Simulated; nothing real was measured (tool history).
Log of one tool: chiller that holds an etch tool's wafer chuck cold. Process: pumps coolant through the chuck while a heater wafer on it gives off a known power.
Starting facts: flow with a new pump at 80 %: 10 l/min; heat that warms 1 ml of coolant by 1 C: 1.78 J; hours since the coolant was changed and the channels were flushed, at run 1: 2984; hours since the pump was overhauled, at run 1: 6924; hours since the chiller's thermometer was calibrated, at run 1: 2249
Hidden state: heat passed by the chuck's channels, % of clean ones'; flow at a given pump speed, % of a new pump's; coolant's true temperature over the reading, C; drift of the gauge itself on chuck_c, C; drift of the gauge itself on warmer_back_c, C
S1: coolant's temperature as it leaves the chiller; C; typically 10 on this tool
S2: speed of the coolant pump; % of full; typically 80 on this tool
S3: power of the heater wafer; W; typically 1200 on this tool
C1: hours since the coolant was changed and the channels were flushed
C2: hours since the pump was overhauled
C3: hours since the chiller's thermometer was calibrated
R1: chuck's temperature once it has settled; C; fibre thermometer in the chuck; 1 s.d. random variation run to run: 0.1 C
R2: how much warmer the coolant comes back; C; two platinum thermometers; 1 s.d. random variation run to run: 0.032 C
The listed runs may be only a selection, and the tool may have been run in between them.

run 1 hour=0 | S1=10 S2=80 S3=1200 | C1=2984 C2=6924 C3=2249 | R1=19.8 R2=4.04
run 2 hour=151.4 | S1=10 S2=80 S3=1200 | C1=3136 C2=7075 C3=2400 | R1=20 R2=4.06
run 3 hour=226.9 | S1=10 S2=80 S3=1200 | C1=3211 C2=7151 C3=2476 | R1=20 R2=4.04
run 4 hour=322 | S1=10 S2=80 S3=749 | C1=3306 C2=7246 C3=2571 | R1=16.3 R2=2.52
run 5 hour=418.9 | S1=10 S2=80 S3=739 | C1=3403 C2=7343 C3=2668 | R1=16.2 R2=2.44
run 6 hour=521.8 | S1=3 S2=80 S3=1200 | C1=3506 C2=7446 C3=2771 | R1=12.9 R2=3.98
run 7 hour=653.7 | S1=3 S2=80 S3=1200 | C1=3638 C2=7578 C3=2903 | R1=12.8 R2=3.94
run 8 hour=819 | S1=3 S2=80 S3=1200 | C1=3803 C2=7743 C3=3068 | R1=12.9 R2=3.91
run 9 hour=946.3 | S1=17 S2=80 S3=1200 | C1=3931 C2=7870 C3=3195 | R1=26.9 R2=3.93
-- hour=957.5 chiller's thermometer calibrated
run 10 hour=1095 | S1=10 S2=80 S3=1200 | C1=4078 C2=8018 C3=137 | R1=19.8 R2=3.87
run 11 hour=1172.7 | S1=10 S2=80 S3=1200 | C1=4156 C2=8096 C3=215 | R1=19.8 R2=3.86
run 12 hour=1315.7 | S1=10 S2=80 S3=1200 | C1=4299 C2=8239 C3=358 | R1=19.8 R2=3.85
run 13 hour=1433.5 | S1=10 S2=80 S3=1200 | C1=4417 C2=8356 C3=476 | R1=20 R2=3.86
-- hour=1460.4 gauge calibrated
run 14 hour=1534.2 | S1=10 S2=80 S3=1200 | C1=4517 C2=8457 C3=577 | R1=19.7 R2=4.11
run 15 hour=1636.8 | S1=11 S2=80 S3=1200 | C1=4620 C2=8560 C3=679 | R1=21 R2=4.03
run 16 hour=1764.6 | S1=10 S2=80 S3=1200 | C1=4748 C2=8687 C3=807 | R1=19.8 R2=4.01
run 17 hour=1918 | S1=3 S2=80 S3=1200 | C1=4901 C2=8841 C3=961 | R1=12.9 R2=4.02
run 18 hour=1997.4 | S1=2 S2=97 S3=1290 | C1=4981 C2=8920 C3=1040 | R1=10.9 R2=3.4
run 19 hour=2112.6 | S1=2 S2=97 S3=1290 | C1=5096 C2=9035 C3=1155 | R1=10.9 R2=3.42
run 20 hour=2229.5 | S1=1 S2=97 S3=1431 | C1=5213 C2=9152 C3=1272 | R1=10.9 R2=3.75
run 21 hour=2364.5 | S1=1 S2=97 S3=1428 | C1=5348 C2=9287 C3=1407 | R1=11 R2=3.72
run 22 hour=2469.3 | S1=5 S2=82 S3=935 | C1=5453 C2=9392 C3=1512 | R1=12.4 R2=2.84
run 23 hour=2595 | S1=5 S2=82 S3=935 | C1=5578 C2=9518 C3=1637 | R1=12.6 R2=2.88
run 24 hour=2735.1 | S1=5 S2=82 S3=935 | C1=5718 C2=9658 C3=1778 | R1=12.5 R2=2.89
run 25 hour=2806.5 | S1=14 S2=79 S3=1219 | C1=5790 C2=9729 C3=1849 | R1=24.1 R2=3.93
run 26 hour=2945.8 | S1=13 S2=63 S3=1219 | C1=5929 C2=9869 C3=1988 | R1=25.4 R2=5.18
run 27 hour=3067.8 | S1=13 S2=80 S3=1200 | C1=6051 C2=9991 C3=2110 | R1=22.9 R2=3.81
run 28 hour=3198.2 | S1=13 S2=66 S3=1581 | C1=6181 C2=10121 C3=2241 | R1=28.5 R2=6.43
run 29 hour=3292.7 | S1=2 S2=76 S3=656 | C1=6276 C2=10216 C3=2335 | R1=7.6 R2=2.04
run 30 hour=3394.2 | S1=20 S2=80 S3=650 | C1=6377 C2=10317 C3=2437 | R1=25.5 R2=1.86
run 31 hour=3557.7 | S1=20 S2=80 S3=650 | C1=6541 C2=10481 C3=2600 | R1=25.3 R2=1.87
-- hour=3623.9 gauge calibrated
run 32 hour=3723.8 | S1=20 S2=80 S3=650 | C1=6707 C2=10647 C3=2766 | R1=25.5 R2=2.14

Selected run-to-run steps in R2, each split into two signed amounts: the part the tool would show with no hidden state at all (from settings, incoming material and random variation), and the remainder, which goes to the hidden state together with any gauge scatter not common to the measured and the hidden-state-free results:
Run 1 -> 2: settings left as they were, no log entry in between. R2 +0.02 C: hidden state -0.03, all else +0.05.
Run 5 -> 6: S1 10 -> 3, S3 739 -> 1200. R2 +1.54 C: hidden state -0.02, all else +1.56.
Run 13 -> 14: gauge calibrated. R2 +0.25 C: hidden state +0.22, all else +0.03.
Run 27 -> 28: S2 80 -> 66, S3 1200 -> 1581. R2 +2.62 C: hidden state -0.01, all else +2.63.
Run 28 -> 29: S1 13 -> 2, S2 66 -> 76, S3 1581 -> 656. R2 -4.39 C: hidden state -0.03, all else -4.36.
Run 31 -> 32: gauge calibrated. R2 +0.27 C: hidden state +0.33, all else -0.06.
